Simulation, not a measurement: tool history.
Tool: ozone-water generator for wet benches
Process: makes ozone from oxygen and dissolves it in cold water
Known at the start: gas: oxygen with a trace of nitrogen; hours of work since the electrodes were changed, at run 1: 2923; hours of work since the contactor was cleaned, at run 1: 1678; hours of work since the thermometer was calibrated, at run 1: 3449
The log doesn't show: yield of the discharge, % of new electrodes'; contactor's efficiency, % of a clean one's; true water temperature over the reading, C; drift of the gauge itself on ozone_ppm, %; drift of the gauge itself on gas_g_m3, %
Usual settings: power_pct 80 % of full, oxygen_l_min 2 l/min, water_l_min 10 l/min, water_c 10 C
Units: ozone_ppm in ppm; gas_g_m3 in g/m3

run	hour	power_pct	oxygen_l_min	water_l_min	water_c	hours of work since the electrodes were changed	hours of work since the contactor was cleaned	hours of work since the thermometer was calibrated	ozone_ppm	gas_g_m3
1	0	80	2	10	10	2923	1678	3449	22.9	209.4
# hour 20.9: water thermometer calibrated
2	53.8	80	2	10	10	2965	1721	26	23.2	209.2
3	132	80	2	10	10	3028	1784	89	23.6	208.3
4	194.9	80	2	10	10	3079	1834	140	23.1	207.9
5	255.2	80	2	10	10	3128	1883	189	22.7	210.4
6	316.8	51	2	10	10	3177	1933	238	16.9	151.6
7	396.9	80	2	10	10	3242	1997	303	22.9	210.8
8	494.5	91	2	10	10	3321	2076	382	25.1	228.4
9	552.1	91	2	10	10	3367	2122	428	24.6	224.8
10	632.6	80	2	8	10	3432	2187	493	27.8	205.5
11	744.9	80	2	8	10	3522	2278	583	27.8	205
12	832.4	80	2	8	10	3593	2348	654	27.6	205.2
13	907	80	2	10	10	3653	2408	714	22.5	208.6
14	993.2	80	2	10	10	3722	2478	783	22.1	202.1
15	1060.8	80	2	10	10	3777	2532	838	22.4	206.2
16	1157.4	80	2	10	10	3855	2610	916	22.5	206.4
17	1264.3	80	2	10	10	3941	2696	1002	22	200.9
18	1351.7	80	3.17	10	10	4011	2767	1072	22.4	157
# hour 1420.8: contactor cleaned
19	1429.7	80	3.17	10	10	4071	7	1132	23.6	156.3
20	1486.1	80	3.17	10	10	4116	53	1177	23.7	155.5
21	1547	47	3.17	13	10	4165	102	1226	13.2	109.7
22	1640.7	47	1.86	13	10	4241	177	1302	12.4	145.8
23	1691.2	47	1.86	13	10	4282	218	1343	12.3	146.5
24	1767.1	93	1.86	13	7	4343	279	1404	20	232.3
25	1888.2	63	1.25	8	10	4440	377	1501	22.1	222.3
26	1990	47	2	10	10	4522	459	1583	15.8	141.7
27	2084.9	92	1.27	11	6	4599	535	1660	21.6	282.8

Run 28 comes next. What will it give?
28	2193.8	90	2.49	7	14	4687	623	1748	?	?

{"run 28": {"ozone_ppm": 30.9, "gas_g_m3": 191.5}}
Without the tool's hidden state the same run would have given ozone_ppm 35.9 ppm, gas_g_m3 220.5 g/m3.
